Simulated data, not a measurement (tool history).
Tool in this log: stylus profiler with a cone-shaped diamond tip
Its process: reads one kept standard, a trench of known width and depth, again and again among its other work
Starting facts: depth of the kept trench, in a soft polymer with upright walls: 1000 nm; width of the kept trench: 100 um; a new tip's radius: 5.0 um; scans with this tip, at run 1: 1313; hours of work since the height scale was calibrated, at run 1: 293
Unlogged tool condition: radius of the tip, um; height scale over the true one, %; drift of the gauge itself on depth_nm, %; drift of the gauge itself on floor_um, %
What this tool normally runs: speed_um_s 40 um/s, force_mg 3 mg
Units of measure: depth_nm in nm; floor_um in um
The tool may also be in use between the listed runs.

| run | hour | speed_um_s | force_mg | scans with this tip | hours of work since the height scale was calibrated | depth_nm | floor_um |
|---|---|---|---|---|---|---|---|
| 1 | 0 | 40 | 3 | 1313 | 293 | 1008.89 | 93.76 |
| 2 | 14.2 | 40 | 1.36 | 1358 | 303 | 1005.24 | 93.66 |
| 3 | 35.5 | 40 | 1.36 | 1426 | 318 | 1005.38 | 93.66 |
| 4 | 58.9 | 40 | 1.36 | 1501 | 335 | 1005.45 | 93.72 |
| 5 | 74.1 | 40 | 1.36 | 1549 | 346 | 1005.58 | 93.63 |
| 6 | 98.5 | 40 | 1.36 | 1627 | 363 | 1005.09 | 93.72 |
| 7 | 116 | 40 | 3 | 1683 | 375 | 1009 | 93.77 |
| 8 | 133.4 | 40 | 3 | 1738 | 388 | 1008.61 | 93.81 |
| 9 | 153.5 | 40 | 3 | 1802 | 402 | 1009.28 | 93.77 |
| 10 | 164.4 | 25 | 3 | 1837 | 410 | 1008.91 | 93.91 |
| 11 | 181.5 | 25 | 3 | 1891 | 422 | 1008.95 | 93.79 |
| 12 | 196.1 | 25 | 3 | 1938 | 432 | 1008.63 | 93.87 |
| 13 | 214.5 | 40 | 3 | 1996 | 445 | 1008.96 | 93.79 |
| 14 | 235 | 40 | 3 | 2062 | 460 | 1008.67 | 93.79 |
| 15 | 252.3 | 40 | 3 | 2117 | 472 | 1009.24 | 93.8 |
| 16 | 266.7 | 40 | 2.82 | 2163 | 483 | 1008.69 | 93.79 |
| 17 | 289.6 | 40 | 2.82 | 2236 | 499 | 1009.18 | 93.76 |
| 18 | 307.8 | 40 | 3.09 | 2294 | 512 | 1009.23 | 93.79 |
| 19 | 328.2 | 40 | 3.09 | 2358 | 526 | 1009.17 | 93.76 |

For run 20, what comes out?
| 20 | 342.2 | 15 | 3.56 | 2403 | 536 | ? | ? |

depth_nm: 1009.62 nm
floor_um: 93.89 um
On a tool with no hidden condition, and with the same random variation, this run would have come out at depth_nm 1009.63 nm, floor_um 93.89 um.
